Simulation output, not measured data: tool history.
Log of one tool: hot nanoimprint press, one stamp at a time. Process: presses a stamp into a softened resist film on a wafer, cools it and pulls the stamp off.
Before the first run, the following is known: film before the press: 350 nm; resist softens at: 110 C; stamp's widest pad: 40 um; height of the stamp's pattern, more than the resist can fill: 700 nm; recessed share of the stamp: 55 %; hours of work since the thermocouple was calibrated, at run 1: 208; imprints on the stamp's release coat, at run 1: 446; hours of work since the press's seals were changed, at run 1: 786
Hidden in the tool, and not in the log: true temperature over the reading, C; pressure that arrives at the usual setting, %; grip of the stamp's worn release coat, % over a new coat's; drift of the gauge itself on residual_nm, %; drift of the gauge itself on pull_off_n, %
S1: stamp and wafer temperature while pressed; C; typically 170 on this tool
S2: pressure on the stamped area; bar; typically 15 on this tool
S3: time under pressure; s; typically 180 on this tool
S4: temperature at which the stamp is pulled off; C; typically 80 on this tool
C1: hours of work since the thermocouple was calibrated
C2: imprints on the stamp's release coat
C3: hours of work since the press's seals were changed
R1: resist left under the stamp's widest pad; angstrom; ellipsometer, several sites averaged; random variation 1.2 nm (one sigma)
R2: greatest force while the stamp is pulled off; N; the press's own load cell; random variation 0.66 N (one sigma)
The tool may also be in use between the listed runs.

run 1 day=0 | S1=170 S2=15 S3=180 S4=80 | C1=208 C2=446 C3=786 | R1=1919 R2=122.8
-- day=1.192 stamp cleaned and given a new release coat
run 2 day=1.979 | S1=170 S2=15 S3=180 S4=80 | C1=229 C2=69 C3=808 | R1=1901 R2=119.7
run 3 day=3.017 | S1=170 S2=15 S3=180 S4=72 | C1=242 C2=159 C3=820 | R1=1907 R2=139.8
run 4 day=4.412 | S1=170 S2=15 S3=180 S4=72 | C1=259 C2=281 C3=838 | R1=1942 R2=142.8
run 5 day=6.35 | S1=170 S2=15 S3=180 S4=72 | C1=283 C2=450 C3=861 | R1=1932 R2=144.6
-- day=7.392 stamp cleaned and given a new release coat
run 6 day=7.979 | S1=170 S2=15 S3=180 S4=72 | C1=299 C2=51 C3=878 | R1=1934 R2=139.1
run 7 day=9.704 | S1=170 S2=15 S3=180 S4=80 | C1=321 C2=202 C3=900 | R1=1933 R2=123.5
run 8 day=10.842 | S1=170 S2=15 S3=180 S4=80 | C1=335 C2=301 C3=913 | R1=1945 R2=121
run 9 day=12.758 | S1=170 S2=15 S3=180 S4=80 | C1=358 C2=468 C3=937 | R1=1971 R2=125.4
-- day=13.596 stamp cleaned and given a new release coat
run 10 day=14.5 | S1=170 S2=15 S3=180 S4=80 | C1=377 C2=79 C3=955 | R1=1970 R2=120.3
run 11 day=16.075 | S1=170 S2=15 S3=180 S4=80 | C1=396 C2=217 C3=975 | R1=1971 R2=121.9
run 12 day=16.958 | S1=170 S2=15 S3=180 S4=79 | C1=407 C2=294 C3=986 | R1=1986 R2=126.9
run 13 day=18.871 | S1=170 S2=15 S3=300 S4=79 | C1=430 C2=461 C3=1009 | R1=1646 R2=128.2
-- day=19.875 stamp cleaned and given a new release coat
run 14 day=21.067 | S1=170 S2=15 S3=180 S4=73 | C1=454 C2=103 C3=1033 | R1=1991 R2=138.7
run 15 day=21.904 | S1=170 S2=15 S3=180 S4=73 | C1=464 C2=176 C3=1043 | R1=2006 R2=139.1
-- day=22.483 plate thermocouple calibrated
run 16 day=22.954 | S1=170 S2=15 S3=180 S4=73 | C1=6 C2=257 C3=1055 | R1=1840 R2=136.3

Estimate the outcome of run 17 from the log above:
run 17 day=24.546 | S1=180 S2=10.6 S3=109 S4=79 | C1=25 C2=396 C3=1074 | R1=? R2=?

{"run 17": {"R1": 1477, "R2": 124.2}}
Minus the tool's unlogged condition, the same run would have read R1 1445 angstrom, R2 120.1 N.

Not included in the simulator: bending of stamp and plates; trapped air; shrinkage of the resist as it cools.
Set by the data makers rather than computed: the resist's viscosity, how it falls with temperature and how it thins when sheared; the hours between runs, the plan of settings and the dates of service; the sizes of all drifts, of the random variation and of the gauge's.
